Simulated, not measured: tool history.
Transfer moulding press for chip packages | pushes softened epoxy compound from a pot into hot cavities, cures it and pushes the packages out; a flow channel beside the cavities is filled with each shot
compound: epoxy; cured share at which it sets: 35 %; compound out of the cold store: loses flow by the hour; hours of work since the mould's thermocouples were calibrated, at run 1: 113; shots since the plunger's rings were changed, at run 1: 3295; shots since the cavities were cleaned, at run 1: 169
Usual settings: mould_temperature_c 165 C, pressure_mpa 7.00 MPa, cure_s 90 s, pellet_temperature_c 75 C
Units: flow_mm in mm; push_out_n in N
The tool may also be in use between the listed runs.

| run | day | mould_temperature_c | pressure_mpa | cure_s | pellet_temperature_c | hours of work since the mould's thermocouples were calibrated | shots since the plunger's rings were changed | shots since the cavities were cleaned | incoming compound's hours out of the cold store | flow_mm | push_out_n |
|---|---|---|---|---|---|---|---|---|---|---|---|
| 1 | 0.000 | 165 | 7.00 | 90 | 75 | 113 | 3295 | 169 | 12.9 | 794 | 558 |
| 2 | 0.338 | 165 | 7.00 | 90 | 75 | 118 | 3407 | 281 | 46.3 | 689 | 592 |
| 3 | 0.575 | 165 | 7.00 | 90 | 75 | 121 | 3485 | 359 | 12.3 | 786 | 614 |
| 4 | 0.921 | 165 | 7.00 | 72 | 75 | 127 | 3599 | 473 | 36.0 | 713 | 1015 |
| 5 | 1.175 | 165 | 7.00 | 72 | 75 | 131 | 3683 | 557 | 34.5 | 716 | 1007 |
| 6 | 1.492 | 165 | 7.00 | 90 | 76 | 135 | 3788 | 662 | 35.5 | 712 | 701 |
| 7 | 1.742 | 165 | 7.00 | 90 | 76 | 139 | 3871 | 745 | 20.1 | 761 | 715 |
| 8 | 2.079 | 165 | 8.47 | 90 | 75 | 144 | 3982 | 856 | 42.5 | 761 | 716 |
| 9 | 2.329 | 165 | 8.47 | 90 | 75 | 148 | 4064 | 938 | 44.9 | 744 | 717 |
| 10 | 2.533 | 165 | 8.47 | 90 | 75 | 151 | 4132 | 1006 | 40.0 | 764 | 736 |
| 11 | 2.696 | 165 | 8.47 | 90 | 75 | 154 | 4185 | 1059 | 13.7 | 856 | 761 |
| 12 | 2.888 | 165 | 7.00 | 90 | 72 | 157 | 4249 | 1123 | 10.1 | 797 | 784 |
|  | 3.000 | cavities cleaned with cleaning compound and waxed |
| 13 | 3.212 | 165 | 7.00 | 90 | 72 | 161 | 4336 | 70 | 36.3 | 703 | 780 |
| 14 | 3.546 | 165 | 7.00 | 90 | 72 | 166 | 4445 | 179 | 29.2 | 726 | 822 |
|  | 3.738 | cavities cleaned with cleaning compound and waxed, once more |
| 15 | 3.921 | 161 | 7.61 | 90 | 75 | 171 | 4548 | 60 | 46.6 | 706 | 592 |
| 16 | 4.158 | 161 | 7.61 | 90 | 75 | 174 | 4626 | 138 | 25.7 | 777 | 648 |
| 17 | 4.429 | 160 | 7.00 | 90 | 69 | 179 | 4716 | 228 | 17.4 | 769 | 841 |
| 18 | 4.717 | 158 | 5.44 | 72 | 68 | 183 | 4811 | 323 | 27.0 | 654 | 1683 |
| 19 | 4.938 | 165 | 7.00 | 72 | 71 | 186 | 4883 | 395 | 31.6 | 716 | 1032 |
| 20 | 5.129 | 173 | 7.00 | 117 | 70 | 189 | 4947 | 459 | 8.9 | 778 | 564 |
| 21 | 5.321 | 173 | 7.00 | 117 | 70 | 192 | 5010 | 522 | 31.1 | 698 | 581 |
| 22 | 5.612 | 173 | 7.92 | 90 | 70 | 197 | 5107 | 619 | 44.1 | 705 | 591 |
| 23 | 5.779 | 173 | 7.92 | 90 | 70 | 199 | 5162 | 674 | 12.1 | 802 | 605 |
| 24 | 6.158 | 173 | 7.92 | 90 | 70 | 205 | 5288 | 800 | 30.2 | 751 | 616 |
| 25 | 6.429 | 161 | 5.24 | 90 | 70 | 209 | 5376 | 888 | 36.9 | 612 | 888 |
| 26 | 6.592 | 165 | 7.00 | 116 | 75 | 212 | 5430 | 942 | 16.6 | 762 | 632 |
| 27 | 6.850 | 165 | 7.00 | 116 | 75 | 216 | 5516 | 1028 | 8.3 | 782 | 626 |
| 28 | 7.117 | 165 | 7.00 | 116 | 75 | 220 | 5604 | 1116 | 25.4 | 731 | 639 |

Forecast each of these 4 alternatives for the next run:
|  | 7.258 | cavities cleaned with cleaning compound and waxed |
| A | 7.392 | 165 | 5.21 | 82 | 67 | 223 | 5673 | 43 | 14.1 | ? | ? |
|  | 7.258 | cavities cleaned with cleaning compound and waxed |
| B | 7.392 | 165 | 7.00 | 90 | 69 | 223 | 5673 | 43 | 30.8 | ? | ? |
|  | 7.258 | cavities cleaned with cleaning compound and waxed |
| C | 7.392 | 166 | 6.28 | 73 | 75 | 223 | 5673 | 43 | 32.2 | ? | ? |
|  | 7.258 | cavities cleaned with cleaning compound and waxed |
| D | 7.392 | 160 | 7.00 | 90 | 75 | 223 | 5673 | 43 | 25.3 | ? | ? |

| run | flow_mm | push_out_n |
|---|---|---|
| A | 658 | 579 |
| B | 707 | 459 |
| C | 666 | 636 |
| D | 749 | 641 |
Without the tool's hidden state the same runs would have given:
| run | flow_mm | push_out_n |
|---|---|---|
| A | 711 | 518 |
| B | 764 | 415 |
| C | 719 | 568 |
| D | 809 | 573 |
